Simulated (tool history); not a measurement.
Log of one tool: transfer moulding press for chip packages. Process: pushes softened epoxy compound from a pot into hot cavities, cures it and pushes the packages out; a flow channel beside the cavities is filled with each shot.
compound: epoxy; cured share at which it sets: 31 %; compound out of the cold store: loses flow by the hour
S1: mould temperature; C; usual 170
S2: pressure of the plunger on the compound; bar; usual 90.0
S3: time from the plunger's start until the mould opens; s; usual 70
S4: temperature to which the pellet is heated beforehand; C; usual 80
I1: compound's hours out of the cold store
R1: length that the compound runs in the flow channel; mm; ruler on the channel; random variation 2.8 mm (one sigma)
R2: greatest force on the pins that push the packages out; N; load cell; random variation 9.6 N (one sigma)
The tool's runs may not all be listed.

run 1 hour=0.0 | S1=170 S2=90.0 S3=70 S4=80 | I1=33.3 | R1=673 R2=583
-- hour=8.2 cavities cleaned with cleaning compound and waxed
run 2 hour=8.8 | S1=170 S2=90.0 S3=70 S4=76 | I1=26.9 | R1=688 R2=444
run 3 hour=17.2 | S1=170 S2=90.0 S3=70 S4=76 | I1=45.3 | R1=645 R2=509
run 4 hour=28.4 | S1=170 S2=90.0 S3=103 S4=80 | I1=43.4 | R1=645 R2=428
-- hour=38.4 cavities cleaned with cleaning compound and waxed
run 5 hour=39.9 | S1=170 S2=90.0 S3=103 S4=80 | I1=43.2 | R1=644 R2=306
run 6 hour=45.1 | S1=170 S2=90.0 S3=103 S4=80 | I1=14.6 | R1=714 R2=354
run 7 hour=51.9 | S1=165 S2=90.0 S3=103 S4=80 | I1=10.7 | R1=728 R2=433
run 8 hour=58.3 | S1=165 S2=90.0 S3=103 S4=80 | I1=16.1 | R1=715 R2=444
-- hour=68.7 cavities cleaned with cleaning compound and waxed
run 9 hour=69.7 | S1=169 S2=90.0 S3=70 S4=80 | I1=31.5 | R1=671 R2=475
run 10 hour=75.6 | S1=173 S2=90.0 S3=70 S4=80 | I1=35.2 | R1=654 R2=426
run 11 hour=82.6 | S1=170 S2=98.5 S3=70 S4=74 | I1=23.3 | R1=715 R2=576
run 12 hour=92.3 | S1=171 S2=98.5 S3=70 S4=88 | I1=28.3 | R1=696 R2=588
-- hour=95.3 mould's thermocouples calibrated
-- hour=101.0 cavities cleaned with cleaning compound and waxed
run 13 hour=102.3 | S1=171 S2=90.0 S3=70 S4=87 | I1=38.4 | R1=648 R2=394
run 14 hour=109.8 | S1=167 S2=90.0 S3=62 S4=77 | I1=39.8 | R1=645 R2=828
run 15 hour=115.5 | S1=167 S2=74.9 S3=62 S4=77 | I1=17.5 | R1=632 R2=976
-- hour=121.8 mould's thermocouples calibrated, once more
-- hour=127.9 plunger's sealing rings changed
run 16 hour=129.9 | S1=167 S2=74.9 S3=62 S4=77 | I1=23.4 | R1=661 R2=996
-- hour=135.6 cavities cleaned with cleaning compound and waxed
run 17 hour=137.9 | S1=167 S2=90.0 S3=52 S4=80 | I1=9.3 | R1=751 R2=1072
run 18 hour=147.3 | S1=170 S2=90.0 S3=105 S4=89 | I1=11.2 | R1=744 R2=396
run 19 hour=158.0 | S1=169 S2=100.2 S3=74 S4=82 | I1=28.5 | R1=745 R2=583

5 ways to go on from here, each from the tool as it stands after run 19. What would each give?
-- hour=166.3 cavities cleaned with cleaning compound and waxed
run A hour=168.4 | S1=177 S2=100.2 S3=69 S4=79 | I1=34.5 | R1=? R2=?
-- hour=166.3 cavities cleaned with cleaning compound and waxed
run B hour=168.4 | S1=170 S2=77.6 S3=70 S4=80 | I1=38.9 | R1=? R2=?
-- hour=166.3 cavities cleaned with cleaning compound and waxed
run C hour=168.4 | S1=169 S2=82.8 S3=70 S4=80 | I1=14.8 | R1=? R2=?
-- hour=166.3 cavities cleaned with cleaning compound and waxed
run D hour=168.4 | S1=176 S2=107.6 S3=70 S4=76 | I1=28.7 | R1=? R2=?
-- hour=166.3 cavities cleaned with cleaning compound and waxed
run E hour=168.4 | S1=169 S2=100.2 S3=64 S4=82 | I1=45.4 | R1=? R2=?

run=A R1=714 R2=337
run=B R1=628 R2=422
run=C R1=702 R2=493
run=D R1=753 R2=359
run=E R1=700 R2=553
Without the tool's hidden state the same runs would have given:
run=A R1=722 R2=313
run=B R1=635 R2=396
run=C R1=710 R2=466
run=D R1=761 R2=333
run=E R1=709 R2=523
